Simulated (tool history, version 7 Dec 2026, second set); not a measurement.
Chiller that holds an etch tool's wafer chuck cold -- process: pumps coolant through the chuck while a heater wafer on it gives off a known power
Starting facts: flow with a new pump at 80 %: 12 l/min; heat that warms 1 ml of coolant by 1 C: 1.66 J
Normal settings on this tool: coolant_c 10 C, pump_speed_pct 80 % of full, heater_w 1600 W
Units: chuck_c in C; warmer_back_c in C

run 1 day=0.000 | coolant_c=10 pump_speed_pct=80 heater_w=1600 | chuck_c=23.2 warmer_back_c=5.20
run 2 day=1.488 | coolant_c=10 pump_speed_pct=80 heater_w=1573 | chuck_c=23.0 warmer_back_c=5.20
run 3 day=2.417 | coolant_c=10 pump_speed_pct=80 heater_w=1573 | chuck_c=22.9 warmer_back_c=5.11
run 4 day=3.400 | coolant_c=10 pump_speed_pct=80 heater_w=1573 | chuck_c=23.1 warmer_back_c=5.12
run 5 day=5.358 | coolant_c=10 pump_speed_pct=80 heater_w=1600 | chuck_c=23.1 warmer_back_c=5.28
run 6 day=7.496 | coolant_c=10 pump_speed_pct=80 heater_w=1088 | chuck_c=18.9 warmer_back_c=3.53
run 7 day=8.500 | coolant_c=10 pump_speed_pct=96 heater_w=1600 | chuck_c=21.1 warmer_back_c=4.35
run 8 day=9.583 | coolant_c=10 pump_speed_pct=96 heater_w=1600 | chuck_c=21.0 warmer_back_c=4.33
run 9 day=10.983 | coolant_c=10 pump_speed_pct=80 heater_w=1600 | chuck_c=23.5 warmer_back_c=5.28
run 10 day=11.925 | coolant_c=10 pump_speed_pct=80 heater_w=1162 | chuck_c=19.6 warmer_back_c=3.86
run 11 day=13.542 | coolant_c=10 pump_speed_pct=80 heater_w=1162 | chuck_c=20.0 warmer_back_c=3.98
run 12 day=15.617 | coolant_c=10 pump_speed_pct=63 heater_w=1600 | chuck_c=27.7 warmer_back_c=7.01
run 13 day=17.121 | coolant_c=10 pump_speed_pct=63 heater_w=1600 | chuck_c=27.7 warmer_back_c=7.08
run 14 day=18.725 | coolant_c=10 pump_speed_pct=80 heater_w=1600 | chuck_c=24.0 warmer_back_c=5.50
run 15 day=20.317 | coolant_c=10 pump_speed_pct=80 heater_w=2177 | chuck_c=29.4 warmer_back_c=7.47
run 16 day=21.588 | coolant_c=10 pump_speed_pct=80 heater_w=2177 | chuck_c=27.3 warmer_back_c=6.57
run 17 day=23.675 | coolant_c=10 pump_speed_pct=80 heater_w=2177 | chuck_c=27.3 warmer_back_c=6.63
run 18 day=25.433 | coolant_c=11 pump_speed_pct=80 heater_w=2396 | chuck_c=30.0 warmer_back_c=7.28
run 19 day=27.692 | coolant_c=12 pump_speed_pct=87 heater_w=1828 | chuck_c=25.4 warmer_back_c=5.16
run 20 day=28.767 | coolant_c=12 pump_speed_pct=87 heater_w=1828 | chuck_c=25.7 warmer_back_c=5.08
run 21 day=30.383 | coolant_c=1 pump_speed_pct=65 heater_w=1499 | chuck_c=15.5 warmer_back_c=5.59
run 22 day=31.708 | coolant_c=1 pump_speed_pct=92 heater_w=1600 | chuck_c=12.0 warmer_back_c=4.27
run 23 day=33.871 | coolant_c=17 pump_speed_pct=99 heater_w=1600 | chuck_c=27.6 warmer_back_c=3.91
run 24 day=35.558 | coolant_c=12 pump_speed_pct=99 heater_w=1600 | chuck_c=22.5 warmer_back_c=3.95
run 25 day=37.021 | coolant_c=14 pump_speed_pct=82 heater_w=1600 | chuck_c=26.7 warmer_back_c=4.82
run 26 day=39.075 | coolant_c=14 pump_speed_pct=82 heater_w=1077 | chuck_c=22.3 warmer_back_c=3.24
run 27 day=40.854 | coolant_c=19 pump_speed_pct=82 heater_w=1821 | chuck_c=33.4 warmer_back_c=5.49
run 28 day=42.079 | coolant_c=10 pump_speed_pct=79 heater_w=1600 | chuck_c=23.2 warmer_back_c=5.03
run 29 day=44.204 | coolant_c=10 pump_speed_pct=79 heater_w=1600 | chuck_c=23.2 warmer_back_c=5.03
run 30 day=45.133 | coolant_c=10 pump_speed_pct=86 heater_w=2054 | chuck_c=25.8 warmer_back_c=5.86
run 31 day=46.054 | coolant_c=10 pump_speed_pct=86 heater_w=2054 | chuck_c=25.7 warmer_back_c=5.88
run 32 day=47.200 | coolant_c=10 pump_speed_pct=86 heater_w=2054 | chuck_c=25.9 warmer_back_c=5.94
run 33 day=49.271 | coolant_c=10 pump_speed_pct=66 heater_w=818 | chuck_c=18.0 warmer_back_c=3.17

Put back what was entered between runs (2 entries, withheld): which listed runs does each sit between, and how does the hidden state differ from the listed run before to the listed run after?
From run 10 to run 11: coolant pump overhauled (day 12.246)
  heat passed by the chuck's channels, % of clean ones': 86.9 -> 86.7; flow at a given pump speed, % of a new pump's: 92 -> 88
  what was measured, less what the result would be without the hidden state, chuck_c: +1.3 -> +1.7 C; warmer_back_c: +0.31 -> +0.48 C
From run 15 to run 16: coolant pump overhauled, once more (day 21.350)
  heat passed by the chuck's channels, % of clean ones': 85.8 -> 85.7; flow at a given pump speed, % of a new pump's: 87.5 -> 99.5; coolant's true temperature over the reading, C: -0.4 -> -0.41
  what was measured, less what the result would be without the hidden state, chuck_c: +3.8 -> +1.6 C; warmer_back_c: +0.93 -> +0.04 C
